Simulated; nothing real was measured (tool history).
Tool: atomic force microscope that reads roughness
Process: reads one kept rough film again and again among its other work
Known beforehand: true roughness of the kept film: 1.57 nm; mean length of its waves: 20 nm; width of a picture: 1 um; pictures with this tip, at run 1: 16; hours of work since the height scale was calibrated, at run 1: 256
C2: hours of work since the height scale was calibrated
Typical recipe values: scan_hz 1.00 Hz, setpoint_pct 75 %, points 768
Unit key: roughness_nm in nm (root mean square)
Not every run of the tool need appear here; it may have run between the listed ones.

{"run": 1, "hour": 0.0, "scan_hz": 1.0, "setpoint_pct": 75, "points": 768, "pictures with this tip": 16, "C2": 256, "roughness_nm": 1.348}
{"run": 2, "hour": 8.9, "scan_hz": 1.0, "setpoint_pct": 75, "points": 768, "pictures with this tip": 30, "C2": 263, "roughness_nm": 1.298}
{"run": 3, "hour": 14.7, "scan_hz": 1.0, "setpoint_pct": 73, "points": 768, "pictures with this tip": 40, "C2": 267, "roughness_nm": 1.286}
{"run": 4, "hour": 24.9, "scan_hz": 1.0, "setpoint_pct": 73, "points": 768, "pictures with this tip": 56, "C2": 274, "roughness_nm": 1.259}
{"run": 5, "hour": 30.5, "scan_hz": 1.0, "setpoint_pct": 73, "points": 768, "pictures with this tip": 65, "C2": 278, "roughness_nm": 1.232}
{"run": 6, "hour": 36.6, "scan_hz": 1.0, "setpoint_pct": 75, "points": 768, "pictures with this tip": 75, "C2": 282, "roughness_nm": 1.211}
{"run": 7, "hour": 48.4, "scan_hz": 1.0, "setpoint_pct": 75, "points": 768, "pictures with this tip": 93, "C2": 290, "roughness_nm": 1.193}
{"run": 8, "hour": 53.6, "scan_hz": 1.0, "setpoint_pct": 75, "points": 662, "pictures with this tip": 102, "C2": 294, "roughness_nm": 1.166}
{"hour": 56.9, "done": "new tip fitted"}
{"run": 9, "hour": 60.4, "scan_hz": 1.0, "setpoint_pct": 75, "points": 768, "pictures with this tip": 6, "C2": 298, "roughness_nm": 1.357}
{"run": 10, "hour": 70.2, "scan_hz": 1.0, "setpoint_pct": 59, "points": 768, "pictures with this tip": 21, "C2": 305, "roughness_nm": 1.362}
{"run": 11, "hour": 80.8, "scan_hz": 1.0, "setpoint_pct": 75, "points": 500, "pictures with this tip": 38, "C2": 312, "roughness_nm": 1.279}
{"run": 12, "hour": 90.9, "scan_hz": 1.0, "setpoint_pct": 75, "points": 500, "pictures with this tip": 54, "C2": 319, "roughness_nm": 1.234}
{"run": 13, "hour": 97.8, "scan_hz": 1.0, "setpoint_pct": 75, "points": 768, "pictures with this tip": 65, "C2": 324, "roughness_nm": 1.233}
{"run": 14, "hour": 107.9, "scan_hz": 1.0, "setpoint_pct": 56, "points": 768, "pictures with this tip": 81, "C2": 331, "roughness_nm": 1.246}
{"run": 15, "hour": 118.3, "scan_hz": 1.0, "setpoint_pct": 71, "points": 768, "pictures with this tip": 98, "C2": 338, "roughness_nm": 1.177}
{"hour": 124.4, "done": "new tip fitted"}
{"run": 16, "hour": 127.6, "scan_hz": 1.0, "setpoint_pct": 71, "points": 768, "pictures with this tip": 5, "C2": 344, "roughness_nm": 1.36}
{"run": 17, "hour": 135.8, "scan_hz": 1.0, "setpoint_pct": 71, "points": 950, "pictures with this tip": 18, "C2": 350, "roughness_nm": 1.342}
{"run": 18, "hour": 143.5, "scan_hz": 1.0, "setpoint_pct": 75, "points": 768, "pictures with this tip": 30, "C2": 355, "roughness_nm": 1.299}
{"run": 19, "hour": 151.5, "scan_hz": 1.0, "setpoint_pct": 75, "points": 768, "pictures with this tip": 43, "C2": 361, "roughness_nm": 1.267}
{"run": 20, "hour": 159.3, "scan_hz": 1.0, "setpoint_pct": 75, "points": 768, "pictures with this tip": 55, "C2": 366, "roughness_nm": 1.242}
{"run": 21, "hour": 167.3, "scan_hz": 1.0, "setpoint_pct": 75, "points": 768, "pictures with this tip": 68, "C2": 372, "roughness_nm": 1.225}
{"run": 22, "hour": 173.8, "scan_hz": 1.0, "setpoint_pct": 75, "points": 768, "pictures with this tip": 78, "C2": 376, "roughness_nm": 1.2}
{"run": 23, "hour": 179.3, "scan_hz": 1.0, "setpoint_pct": 75, "points": 768, "pictures with this tip": 87, "C2": 380, "roughness_nm": 1.192}
{"run": 24, "hour": 187.8, "scan_hz": 1.0, "setpoint_pct": 75, "points": 768, "pictures with this tip": 101, "C2": 386, "roughness_nm": 1.163}
{"hour": 191.6, "done": "new tip fitted"}
{"run": 25, "hour": 195.2, "scan_hz": 1.0, "setpoint_pct": 75, "points": 768, "pictures with this tip": 6, "C2": 391, "roughness_nm": 1.36}
{"run": 26, "hour": 206.6, "scan_hz": 1.0, "setpoint_pct": 75, "points": 768, "pictures with this tip": 24, "C2": 399, "roughness_nm": 1.303}
{"run": 27, "hour": 215.2, "scan_hz": 1.0, "setpoint_pct": 75, "points": 768, "pictures with this tip": 38, "C2": 405, "roughness_nm": 1.28}
{"run": 28, "hour": 220.1, "scan_hz": 1.0, "setpoint_pct": 68, "points": 968, "pictures with this tip": 45, "C2": 408, "roughness_nm": 1.295}
{"run": 29, "hour": 230.4, "scan_hz": 1.39, "setpoint_pct": 62, "points": 651, "pictures with this tip": 62, "C2": 415, "roughness_nm": 1.261}
{"run": 30, "hour": 241.9, "scan_hz": 1.39, "setpoint_pct": 62, "points": 651, "pictures with this tip": 80, "C2": 423, "roughness_nm": 1.215}
{"run": 31, "hour": 251.3, "scan_hz": 1.0, "setpoint_pct": 75, "points": 905, "pictures with this tip": 95, "C2": 430, "roughness_nm": 1.17}
{"hour": 258.6, "done": "new tip fitted"}
{"run": 32, "hour": 258.6, "scan_hz": 1.64, "setpoint_pct": 65, "points": 782, "pictures with this tip": 0, "C2": 435, "roughness_nm": 1.368}
{"run": 33, "hour": 265.7, "scan_hz": 1.41, "setpoint_pct": 57, "points": 932, "pictures with this tip": 11, "C2": 440, "roughness_nm": 1.37}
{"run": 34, "hour": 275.6, "scan_hz": 0.8, "setpoint_pct": 65, "points": 267, "pictures with this tip": 27, "C2": 447, "roughness_nm": 1.299}
{"run": 35, "hour": 284.2, "scan_hz": 0.8, "setpoint_pct": 65, "points": 267, "pictures with this tip": 41, "C2": 453, "roughness_nm": 1.282}
{"run": 36, "hour": 292.4, "scan_hz": 1.03, "setpoint_pct": 70, "points": 361, "pictures with this tip": 54, "C2": 458, "roughness_nm": 1.244}
{"run": 37, "hour": 298.0, "scan_hz": 1.03, "setpoint_pct": 70, "points": 361, "pictures with this tip": 63, "C2": 462, "roughness_nm": 1.241}
{"run": 38, "hour": 307.1, "scan_hz": 3.28, "setpoint_pct": 57, "points": 361, "pictures with this tip": 77, "C2": 468, "roughness_nm": 1.182}
{"run": 39, "hour": 313.4, "scan_hz": 1.0, "setpoint_pct": 75, "points": 283, "pictures with this tip": 87, "C2": 473, "roughness_nm": 1.165}
{"run": 40, "hour": 323.5, "scan_hz": 1.0, "setpoint_pct": 75, "points": 283, "pictures with this tip": 103, "C2": 480, "roughness_nm": 1.121}
{"hour": 326.1, "done": "new tip fitted"}
{"run": 41, "hour": 334.7, "scan_hz": 0.64, "setpoint_pct": 90, "points": 621, "pictures with this tip": 13, "C2": 487, "roughness_nm": 1.297}
{"run": 42, "hour": 344.9, "scan_hz": 1.38, "setpoint_pct": 59, "points": 430, "pictures with this tip": 30, "C2": 494, "roughness_nm": 1.31}
{"run": 43, "hour": 352.8, "scan_hz": 1.38, "setpoint_pct": 59, "points": 654, "pictures with this tip": 42, "C2": 500, "roughness_nm": 1.29}
{"run": 44, "hour": 357.9, "scan_hz": 1.38, "setpoint_pct": 59, "points": 654, "pictures with this tip": 50, "C2": 503, "roughness_nm": 1.28}
{"run": 45, "hour": 368.1, "scan_hz": 1.81, "setpoint_pct": 75, "points": 768, "pictures with this tip": 67, "C2": 511, "roughness_nm": 1.158}
{"run": 46, "hour": 373.9, "scan_hz": 1.0, "setpoint_pct": 74, "points": 903, "pictures with this tip": 76, "C2": 515, "roughness_nm": 1.213}
{"run": 47, "hour": 383.8, "scan_hz": 1.0, "setpoint_pct": 86, "points": 903, "pictures with this tip": 92, "C2": 521, "roughness_nm": 1.13}
{"hour": 394.1, "done": "new tip fitted"}
{"run": 48, "hour": 395.2, "scan_hz": 0.66, "setpoint_pct": 58, "points": 768, "pictures with this tip": 2, "C2": 529, "roughness_nm": 1.419}
{"run": 49, "hour": 405.0, "scan_hz": 2.32, "setpoint_pct": 61, "points": 318, "pictures with this tip": 18, "C2": 536, "roughness_nm": 1.296}
{"run": 50, "hour": 414.1, "scan_hz": 2.32, "setpoint_pct": 61, "points": 318, "pictures with this tip": 32, "C2": 542, "roughness_nm": 1.268}
{"run": 51, "hour": 424.7, "scan_hz": 2.79, "setpoint_pct": 75, "points": 564, "pictures with this tip": 49, "C2": 550, "roughness_nm": 1.129}
{"run": 52, "hour": 430.0, "scan_hz": 2.79, "setpoint_pct": 75, "points": 564, "pictures with this tip": 57, "C2": 553, "roughness_nm": 1.11}
{"run": 53, "hour": 438.7, "scan_hz": 1.04, "setpoint_pct": 87, "points": 937, "pictures with this tip": 71, "C2": 559, "roughness_nm": 1.176}

Selected run-to-run steps in roughness_nm, each split into two signed amounts: the part the tool would show with no hidden state at all (from settings, incoming material and random variation), and the remainder, which goes to the hidden state together with any gauge scatter not common to the measured and the hidden-state-free results:
What the log doesn't record here: radius of the tip, nm; height scale over the true one, %; drift of the gauge itself on roughness_nm, %.
Run 15 -> 16: new tip fitted. roughness_nm +0.183 nm (root mean square): hidden state +0.189, all else -0.006.
Run 24 -> 25: new tip fitted. roughness_nm +0.197 nm (root mean square): hidden state +0.188, all else +0.009.
Run 31 -> 32: scan_hz 1.00 -> 1.64, setpoint_pct 75 -> 65, points 905 -> 782, new tip fitted. roughness_nm +0.198 nm (root mean square): hidden state +0.188, all else +0.010.
Run 47 -> 48: scan_hz 1.00 -> 0.66, setpoint_pct 86 -> 58, points 903 -> 768, new tip fitted. roughness_nm +0.289 nm (root mean square): hidden state +0.177, all else +0.112.
